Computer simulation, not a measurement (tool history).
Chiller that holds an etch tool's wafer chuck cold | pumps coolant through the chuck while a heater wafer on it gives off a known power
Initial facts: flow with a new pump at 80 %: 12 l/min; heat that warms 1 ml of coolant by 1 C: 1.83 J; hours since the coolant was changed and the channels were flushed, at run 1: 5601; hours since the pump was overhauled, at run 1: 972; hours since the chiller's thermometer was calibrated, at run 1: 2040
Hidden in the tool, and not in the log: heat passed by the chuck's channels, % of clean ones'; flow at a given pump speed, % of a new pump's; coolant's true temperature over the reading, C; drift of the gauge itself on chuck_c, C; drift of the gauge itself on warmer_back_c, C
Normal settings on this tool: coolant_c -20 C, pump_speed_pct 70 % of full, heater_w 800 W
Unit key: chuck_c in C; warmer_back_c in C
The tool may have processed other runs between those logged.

run,hour,coolant_c,pump_speed_pct,heater_w,hours since the coolant was changed and the channels were flushed,hours since the pump was overhauled,hours since the chiller's thermometer was calibrated,chuck_c,warmer_back_c
1,0,-20,70,800,5601,972,2040,-14.1,2.5
2,47.4,-20,70,800,5649,1019,2087,-14.2,2.54
3,114.6,-20,70,800,5716,1087,2155,-14.2,2.49
4,185.1,-20,70,851,5786,1157,2225,-13.7,2.72
5,246.2,-20,70,851,5847,1218,2286,-13.6,2.69
6,300.1,-20,70,851,5901,1272,2340,-13.7,2.71
7,362.6,-20,70,851,5964,1335,2403,-13.7,2.72
8,418.6,-20,70,800,6020,1391,2459,-14,2.59
9,461.3,-20,70,731,6063,1433,2501,-14.6,2.31
10,505.1,-20,70,644,6106,1477,2545,-15.2,2.06
11,571.9,-24,69,473,6173,1544,2612,-20.6,1.6
12,643.8,-12,84,473,6245,1616,2684,-8.9,1.22
13,718.6,-30,77,919,6320,1691,2759,-23.8,2.7
14,763.8,-14,76,1068,6365,1736,2804,-6.4,3.16
15,814.5,-23,72,1122,6416,1787,2855,-14.9,3.56
16,855.6,-19,61,646,6457,1828,2896,-13.6,2.48
17,890,-11,70,800,6491,1862,2930,-5.2,2.63
18,950.6,-21,70,800,6552,1923,2991,-15.3,2.65
19,1012.9,-21,64,1151,6614,1985,3053,-11.9,4.18
20,1091.8,-17,67,873,6693,2064,3132,-10.5,3.04

Consider 5 possible next runs. They are alternatives, not a sequence: every one starts from the tool as it was left by run 20. What does each give?
A,1144,-10,88,800,6745,2116,3184,?,?
B,1144,-17,73,1196,6745,2116,3184,?,?
C,1144,-17,67,743,6745,2116,3184,?,?
D,1144,-20,70,487,6745,2116,3184,?,?
E,1144,-19,67,1017,6745,2116,3184,?,?

run,chuck_c,warmer_back_c
A,-4.9,2.13
B,-8.4,3.77
C,-11.3,2.64
D,-16.5,1.72
E,-11.4,3.52
Without the tool's unlogged condition, the same runs would have read:
run,chuck_c,warmer_back_c
A,-4.9,1.98
B,-8.4,3.61
C,-11.3,2.48
D,-16.6,1.57
E,-11.4,3.36
